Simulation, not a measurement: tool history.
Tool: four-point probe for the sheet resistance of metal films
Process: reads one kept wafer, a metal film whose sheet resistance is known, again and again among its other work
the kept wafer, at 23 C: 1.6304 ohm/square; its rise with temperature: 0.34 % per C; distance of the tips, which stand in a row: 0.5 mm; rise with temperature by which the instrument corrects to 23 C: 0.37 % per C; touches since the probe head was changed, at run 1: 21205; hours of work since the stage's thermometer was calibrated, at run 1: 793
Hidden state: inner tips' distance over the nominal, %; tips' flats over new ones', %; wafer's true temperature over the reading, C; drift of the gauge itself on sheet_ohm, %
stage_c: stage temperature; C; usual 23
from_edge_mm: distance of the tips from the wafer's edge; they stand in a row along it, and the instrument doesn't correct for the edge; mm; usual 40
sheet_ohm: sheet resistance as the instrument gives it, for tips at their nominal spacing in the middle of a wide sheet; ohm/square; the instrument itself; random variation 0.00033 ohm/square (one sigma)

| run | hour | stage_c | from_edge_mm | touches since the probe head was changed | hours of work since the stage's thermometer was calibrated | sheet_ohm |
|---|---|---|---|---|---|---|
| 1 | 0 | 23 | 40 | 21205 | 793 | 1.630502 |
| 2 | 26.5 | 23 | 40 | 21982 | 810 | 1.630078 |
| 3 | 46.4 | 23 | 40 | 22567 | 822 | 1.630529 |
| 4 | 73.6 | 23 | 40 | 23363 | 838 | 1.63139 |
| 5 | 87.5 | 23 | 40 | 23769 | 847 | 1.630891 |
| 6 | 114.9 | 23 | 40 | 24572 | 863 | 1.630729 |
| 7 | 139.6 | 23 | 40 | 25295 | 878 | 1.630712 |
| 8 | 160.1 | 23 | 40 | 25898 | 891 | 1.630243 |
| 9 | 179.5 | 23 | 40 | 26465 | 903 | 1.630228 |
| 10 | 192.3 | 23 | 25 | 26840 | 910 | 1.631345 |
| 11 | 205.7 | 21 | 40 | 27234 | 919 | 1.631033 |
| 12 | 219.8 | 21 | 40 | 27646 | 927 | 1.631126 |
| 13 | 247.3 | 21 | 40 | 28451 | 944 | 1.631036 |
| 14 | 267.7 | 21 | 40 | 29051 | 956 | 1.631634 |
| 15 | 282.3 | 21 | 40 | 29479 | 965 | 1.63135 |
| 16 | 310.7 | 23 | 40 | 30309 | 982 | 1.630606 |
| 17 | 329.8 | 23 | 40 | 30869 | 994 | 1.630352 |
| 18 | 347.2 | 26 | 40 | 31381 | 1005 | 1.629336 |
| 19 | 370.4 | 26 | 40 | 32058 | 1019 | 1.628353 |
| 20 | 390.9 | 26 | 40 | 32660 | 1031 | 1.629027 |
| 21 | 408.4 | 26 | 40 | 33172 | 1042 | 1.629087 |
| 22 | 431.6 | 26 | 40 | 33854 | 1056 | 1.629487 |
| 23 | 459.4 | 26 | 40 | 34667 | 1073 | 1.629108 |
| 24 | 476.3 | 19 | 5 | 35162 | 1083 | 1.640768 |
| 25 | 489.7 | 24 | 24 | 35557 | 1091 | 1.630714 |
| 26 | 505.1 | 24 | 24 | 36008 | 1101 | 1.629903 |
| 27 | 525.1 | 30 | 24 | 36593 | 1113 | 1.627442 |
| 28 | 552.1 | 23 | 42 | 37385 | 1129 | 1.630213 |
| 29 | 572.9 | 23 | 42 | 37993 | 1142 | 1.631355 |
| 30 | 587.7 | 23 | 42 | 38426 | 1151 | 1.629826 |
| 31 | 615.8 | 32 | 6 | 39250 | 1168 | 1.63263 |
| 32 | 635.3 | 35 | 40 | 39823 | 1180 | 1.624903 |
| 33 | 652.9 | 35 | 40 | 40338 | 1191 | 1.625134 |
| 34 | 671 | 33 | 62 | 40869 | 1202 | 1.625083 |
| 35 | 696.9 | 20 | 40 | 41628 | 1217 | 1.631415 |
| 36 | 711 | 22 | 65 | 42040 | 1226 | 1.630442 |
| 37 | 725.5 | 22 | 65 | 42464 | 1235 | 1.630789 |
| 38 | 746.1 | 27 | 37 | 43068 | 1247 | 1.627821 |
| 39 | 769.9 | 29 | 8 | 43767 | 1262 | 1.630501 |
| 40 | 782.8 | 20 | 8 | 44146 | 1270 | 1.635069 |
| 41 | 803 | 28 | 5 | 44736 | 1282 | 1.636386 |
| 42 | 820.4 | 28 | 18 | 45245 | 1292 | 1.629 |
| 43 | 833.2 | 31 | 4 | 45621 | 1300 | 1.6402 |
| 44 | 858.4 | 29 | 38 | 46360 | 1315 | 1.627808 |
| 45 | 875.7 | 29 | 38 | 46866 | 1326 | 1.627421 |

3 ways to go on from here, each from the tool as it stands after run 45. What would each give?
| A | 900.9 | 34 | 74 | 47605 | 1341 | ? |
| B | 900.9 | 25 | 5 | 47605 | 1341 | ? |
| C | 900.9 | 25 | 42 | 47605 | 1341 | ? |

| run | sheet_ohm |
|---|---|
| A | 1.625362 |
| B | 1.638181 |
| C | 1.629231 |
Without the tool's hidden state the same runs would have given:
| run | sheet_ohm |
|---|---|
| A | 1.62551 |
| B | 1.63833 |
| C | 1.629379 |
